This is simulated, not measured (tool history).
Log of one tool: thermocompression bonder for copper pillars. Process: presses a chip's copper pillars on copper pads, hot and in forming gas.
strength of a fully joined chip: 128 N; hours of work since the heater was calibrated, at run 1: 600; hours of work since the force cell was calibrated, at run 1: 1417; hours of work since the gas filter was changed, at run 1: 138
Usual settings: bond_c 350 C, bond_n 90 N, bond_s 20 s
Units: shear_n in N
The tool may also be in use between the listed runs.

run,hour,bond_c,bond_n,bond_s,hours of work since the heater was calibrated,hours of work since the force cell was calibrated,hours of work since the gas filter was changed,shear_n
1,0.0,350,90,20,600,1417,138,75.4
2,62.8,350,90,20,626,1442,163,73.3
# hour 81.5: heater calibrated with a thermocouple chip
3,157.3,350,90,20,31,1481,202,77.9
4,229.0,350,90,20,61,1510,231,78.3
5,281.4,350,96,20,82,1532,253,80.7
6,342.8,350,90,48,108,1557,278,94.5
# hour 362.8: forming gas filter changed
7,391.7,350,90,44,128,1577,12,101.5
8,456.0,350,105,20,154,1603,38,90.6
9,513.9,350,105,50,178,1627,62,107.4
10,560.0,350,105,50,197,1646,81,107.9
11,623.6,350,105,50,223,1673,107,105.5
12,678.8,342,82,11,246,1695,130,55.9
13,716.9,342,82,11,262,1711,146,54.5
14,800.0,323,55,11,296,1745,180,27.4
# hour 808.9: force cell calibrated
15,884.3,367,72,11,330,31,214,61.2
16,925.6,367,72,11,347,48,231,60.2
17,1002.2,367,72,11,379,80,263,60.3
# hour 1046.8: force cell calibrated, once more
18,1050.1,350,63,20,398,1,282,52.2
# hour 1056.5: forming gas filter changed
19,1088.7,350,63,20,413,17,13,55.0
20,1181.8,334,90,20,452,55,52,65.7

The same runs without the tool's hidden state, with the same run-to-run variation:
The hidden state here: true temperature of the bond over the reading, C; force that reaches the chip, % of what is set; oxide that the forming gas leaves, % of the face; drift of the gauge itself on shear_n, %.
run,shear_n
1,84.4
2,83.0
3,81.3
4,82.7
5,86.1
6,101.7
7,102.1
8,92.3
9,109.9
10,111.2
11,109.8
12,59.6
13,58.5
14,30.4
15,66.0
16,65.4
17,66.5
18,62.0
19,60.8
20,73.5
